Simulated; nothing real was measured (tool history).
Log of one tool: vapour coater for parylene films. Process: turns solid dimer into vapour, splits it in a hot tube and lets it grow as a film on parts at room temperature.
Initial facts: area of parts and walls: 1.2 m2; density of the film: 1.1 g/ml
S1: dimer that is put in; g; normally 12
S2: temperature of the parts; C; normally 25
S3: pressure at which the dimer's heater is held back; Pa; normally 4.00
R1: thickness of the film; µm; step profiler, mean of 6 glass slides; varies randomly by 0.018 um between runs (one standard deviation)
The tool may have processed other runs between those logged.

{"run": 1, "hour": 0.0, "S1": 12, "S2": 25, "S3": 4.0, "R1": 6.2}
{"run": 2, "hour": 7.6, "S1": 12, "S2": 26, "S3": 4.0, "R1": 5.91}
{"run": 3, "hour": 21.6, "S1": 12, "S2": 26, "S3": 4.0, "R1": 5.94}
{"run": 4, "hour": 33.0, "S1": 12, "S2": 25, "S3": 6.57, "R1": 5.74}
{"run": 5, "hour": 40.1, "S1": 5, "S2": 25, "S3": 6.57, "R1": 2.38}
{"run": 6, "hour": 47.3, "S1": 12, "S2": 21, "S3": 4.0, "R1": 7.19}
{"run": 7, "hour": 62.7, "S1": 12, "S2": 25, "S3": 5.45, "R1": 5.86}
{"run": 8, "hour": 77.1, "S1": 12, "S2": 20, "S3": 5.45, "R1": 7.16}
{"run": 9, "hour": 92.7, "S1": 12, "S2": 25, "S3": 4.0, "R1": 6.18}
{"run": 10, "hour": 100.7, "S1": 12, "S2": 25, "S3": 4.0, "R1": 6.13}
{"run": 11, "hour": 108.8, "S1": 12, "S2": 25, "S3": 4.0, "R1": 6.18}
{"run": 12, "hour": 117.0, "S1": 12, "S2": 25, "S3": 4.0, "R1": 6.16}
{"run": 13, "hour": 133.2, "S1": 21, "S2": 25, "S3": 4.0, "R1": 10.82}
{"run": 14, "hour": 148.9, "S1": 12, "S2": 25, "S3": 4.0, "R1": 6.17}
{"run": 15, "hour": 163.7, "S1": 16, "S2": 27, "S3": 9.39, "R1": 6.74}
{"run": 16, "hour": 178.6, "S1": 16, "S2": 27, "S3": 9.39, "R1": 6.73}
{"run": 17, "hour": 189.7, "S1": 18, "S2": 27, "S3": 2.83, "R1": 9.0}
{"run": 18, "hour": 198.0, "S1": 18, "S2": 36, "S3": 7.68, "R1": 5.55}
{"run": 19, "hour": 213.2, "S1": 14, "S2": 24, "S3": 4.53, "R1": 7.33}
{"run": 20, "hour": 222.5, "S1": 17, "S2": 27, "S3": 6.52, "R1": 7.53}
{"run": 21, "hour": 235.3, "S1": 10, "S2": 33, "S3": 4.0, "R1": 3.79}
{"run": 22, "hour": 251.7, "S1": 10, "S2": 33, "S3": 4.0, "R1": 3.79}
{"run": 23, "hour": 266.7, "S1": 10, "S2": 33, "S3": 4.0, "R1": 3.77}
{"run": 24, "hour": 274.0, "S1": 10, "S2": 33, "S3": 5.86, "R1": 3.58}
{"run": 25, "hour": 290.6, "S1": 18, "S2": 27, "S3": 5.86, "R1": 8.09}
{"run": 26, "hour": 307.4, "S1": 9, "S2": 25, "S3": 2.11, "R1": 5.08}
{"run": 27, "hour": 319.5, "S1": 17, "S2": 22, "S3": 8.15, "R1": 8.82}
{"run": 28, "hour": 333.6, "S1": 17, "S2": 22, "S3": 8.15, "R1": 8.87}

Consider 5 possible next runs. They are alternatives, not a sequence: every one starts from the tool as it was left by run 28. What does each give?
{"run": "A", "hour": 341.7, "S1": 12, "S2": 30, "S3": 4.0, "R1": "?"}
{"run": "B", "hour": 341.7, "S1": 7, "S2": 27, "S3": 4.0, "R1": "?"}
{"run": "C", "hour": 341.7, "S1": 12, "S2": 21, "S3": 9.74, "R1": "?"}
{"run": "D", "hour": 341.7, "S1": 17, "S2": 18, "S3": 5.82, "R1": "?"}
{"run": "E", "hour": 341.7, "S1": 17, "S2": 22, "S3": 11.73, "R1": "?"}

run=A R1=5.09
run=B R1=3.33
run=C R1=6.28
run=D R1=10.82
run=E R1=8.36
Without the tool's unlogged condition, the same runs would have read:
run=A R1=5.10
run=B R1=3.34
run=C R1=6.29
run=D R1=10.83
run=E R1=8.37
